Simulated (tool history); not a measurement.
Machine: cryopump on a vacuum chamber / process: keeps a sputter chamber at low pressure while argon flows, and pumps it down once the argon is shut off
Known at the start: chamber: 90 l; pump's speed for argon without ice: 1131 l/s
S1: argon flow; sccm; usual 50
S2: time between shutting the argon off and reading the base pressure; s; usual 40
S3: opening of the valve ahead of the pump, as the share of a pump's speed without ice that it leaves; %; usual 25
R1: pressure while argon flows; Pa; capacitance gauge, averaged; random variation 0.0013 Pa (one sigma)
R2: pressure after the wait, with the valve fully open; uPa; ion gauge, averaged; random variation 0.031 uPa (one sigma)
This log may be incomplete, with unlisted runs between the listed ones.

Run 1, hour 0: usual settings. Result: R1 0.3162 Pa, R2 4.61 uPa.
Run 2, hour 31.4: usual settings. Result: R1 0.3214 Pa, R2 4.79 uPa.
Run 3, hour 57.6: usual settings. Result: R1 0.3199 Pa, R2 4.91 uPa.
At hour 65.6: pump warmed up, emptied and cooled again.
Run 4, hour 85.7: usual settings. Result: R1 0.3023 Pa, R2 4.1 uPa.
Run 5, hour 115.8: usual settings. Result: R1 0.3013 Pa, R2 4.34 uPa.
Run 6, hour 146.9: usual settings but S2 163 s. Result: R1 0.303 Pa, R2 3.5 uPa.
Run 7, hour 160.9: usual settings but S2 30 s. Result: R1 0.3042 Pa, R2 5.03 uPa.
Run 8, hour 190.2: usual settings but S2 30 s. Result: R1 0.3058 Pa, R2 5.06 uPa.
Run 9, hour 207.5: usual settings. Result: R1 0.3072 Pa, R2 4.82 uPa.
Run 10, hour 230: usual settings. Result: R1 0.3107 Pa, R2 4.94 uPa.
Run 11, hour 253.6: usual settings. Result: R1 0.3103 Pa, R2 5.04 uPa.
Run 12, hour 283: usual settings. Result: R1 0.3139 Pa, R2 4.95 uPa.
Run 13, hour 304: usual settings but S2 140 s, S3 32 %. Result: R1 0.2468 Pa, R2 4.35 uPa.
At hour 319.1: leaking fittings of the chamber tightened, without venting.
Run 14, hour 319.7: usual settings but S1 38 sccm, S2 97 s, S3 58 %. Result: R1 0.1093 Pa, R2 0.94 uPa.
Run 15, hour 333.8: usual settings but S1 38 sccm, S2 97 s, S3 58 %. Result: R1 0.1094 Pa, R2 0.94 uPa.
Run 16, hour 358.3: usual settings but S1 87 sccm, S2 66 s, S3 27 %. Result: R1 0.5131 Pa, R2 1.3 uPa.
Run 17, hour 386.1: usual settings but S1 31 sccm, S2 24 s, S3 36 %. Result: R1 0.1422 Pa, R2 2.74 uPa.
Run 18, hour 401.2: usual settings but S1 31 sccm, S2 24 s, S3 36 %. Result: R1 0.141 Pa, R2 2.83 uPa.
Run 19, hour 424.8: usual settings but S1 31 sccm, S2 43 s, S3 36 %. Result: R1 0.1424 Pa, R2 1.97 uPa.

Each row is a separate what-if for the run after 19, all from the same tool condition, not one after another. Results?
Run A, hour 446.3: usual settings but S1 27 sccm, S2 44 s, S3 45 %. Result: R1 ?, R2 ?.
Run B, hour 446.3: usual settings but S2 22 s. Result: R1 ?, R2 ?.
Run C, hour 446.3: usual settings but S3 34 %. Result: R1 ?, R2 ?.
Run D, hour 446.3: usual settings but S1 22 sccm, S2 208 s. Result: R1 ?, R2 ?.
Run E, hour 446.3: usual settings but S1 31 sccm, S2 43 s, S3 17 %. Result: R1 ?, R2 ?.

run      R1    R2
  A  0.1025  2.02
  B  0.3231  3.15
  C  0.2439  2.03
  D  0.1412  1.04
  E  0.2882  1.95
Without the tool's unlogged condition, the same runs would have read:
run      R1    R2
  A  0.0893  1.51
  B  0.2988  2.65
  C  0.2195  1.53
  D  0.1306  0.53
  E  0.2731  1.45
